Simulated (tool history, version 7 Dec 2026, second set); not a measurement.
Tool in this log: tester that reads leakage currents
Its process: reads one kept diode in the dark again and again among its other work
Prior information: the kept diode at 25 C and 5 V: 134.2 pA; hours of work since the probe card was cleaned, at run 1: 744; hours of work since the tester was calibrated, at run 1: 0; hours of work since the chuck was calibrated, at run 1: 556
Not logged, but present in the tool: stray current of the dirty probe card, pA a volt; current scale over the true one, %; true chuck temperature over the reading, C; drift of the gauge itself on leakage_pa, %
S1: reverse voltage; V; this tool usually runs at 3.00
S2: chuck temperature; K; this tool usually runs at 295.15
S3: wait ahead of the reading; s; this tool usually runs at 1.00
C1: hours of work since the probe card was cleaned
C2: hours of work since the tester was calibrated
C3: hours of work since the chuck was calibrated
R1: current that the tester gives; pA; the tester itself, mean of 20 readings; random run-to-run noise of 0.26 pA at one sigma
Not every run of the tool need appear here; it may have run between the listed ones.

Run 1, day 0.000: usual settings; C1 744; C2 0; C3 556. Result: R1 94.09 pA.
Run 2, day 4.600: usual settings; C1 822; C2 78; C3 634. Result: R1 94.75 pA.
Run 3, day 12.317: usual settings; C1 953; C2 209; C3 765. Result: R1 96.16 pA.
Run 4, day 16.633: usual settings but S1 10.18 V; C1 1027; C2 283; C3 838. Result: R1 150.56 pA.
Run 5, day 23.788: usual settings but S1 10.18 V; C1 1148; C2 404; C3 960. Result: R1 152.83 pA.
Run 6, day 27.738: usual settings but S1 10.18 V; C1 1215; C2 471; C3 1027. Result: R1 153.98 pA.
Run 7, day 34.004: usual settings but S1 10.18 V; C1 1322; C2 578; C3 1133. Result: R1 156.99 pA.
At day 37.754: probe card cleaned and baked.
Run 8, day 41.154: usual settings but S1 10.18 V; C1 58; C2 697; C3 1252. Result: R1 151.99 pA.
Run 9, day 48.529: usual settings but S1 10.18 V; C1 183; C2 822; C3 1378. Result: R1 154.25 pA.
Run 10, day 56.450: usual settings but S1 10.18 V; C1 318; C2 957; C3 1512. Result: R1 157.55 pA.
Run 11, day 60.996: usual settings but S1 13.00 V, S2 329.15 K, S3 0.33 s; C1 395; C2 1034; C3 1590. Result: R1 2947.57 pA.
Run 12, day 65.671: usual settings but S1 3.30 V, S2 329.15 K, S3 0.33 s; C1 474; C2 1113; C3 1669. Result: R1 1879.92 pA.
Run 13, day 69.871: usual settings but S1 3.30 V, S2 329.15 K, S3 0.33 s; C1 546; C2 1185; C3 1740. Result: R1 1892.54 pA.
Run 14, day 75.275: usual settings but S1 3.30 V, S2 329.15 K, S3 0.33 s; C1 637; C2 1276; C3 1832. Result: R1 1900.67 pA.
Run 15, day 80.854: usual settings but S1 1.45 V, S2 297.15 K, S3 1.58 s; C1 732; C2 1371; C3 1927. Result: R1 100.94 pA.
At day 84.229: chuck's temperature calibrated.
Run 16, day 86.058: usual settings but S2 298.15 K; C1 819; C2 1458; C3 31. Result: R1 115.60 pA.

What does the tool deliver on the next run?
Run 17, day 93.508: usual settings but S2 298.15 K; C1 946; C2 1585; C3 158. Result: R1 ?.

Run 17 came out at R1 116.83 pA.
Minus the tool's unlogged condition, the same run would have read R1 114.02 pA.

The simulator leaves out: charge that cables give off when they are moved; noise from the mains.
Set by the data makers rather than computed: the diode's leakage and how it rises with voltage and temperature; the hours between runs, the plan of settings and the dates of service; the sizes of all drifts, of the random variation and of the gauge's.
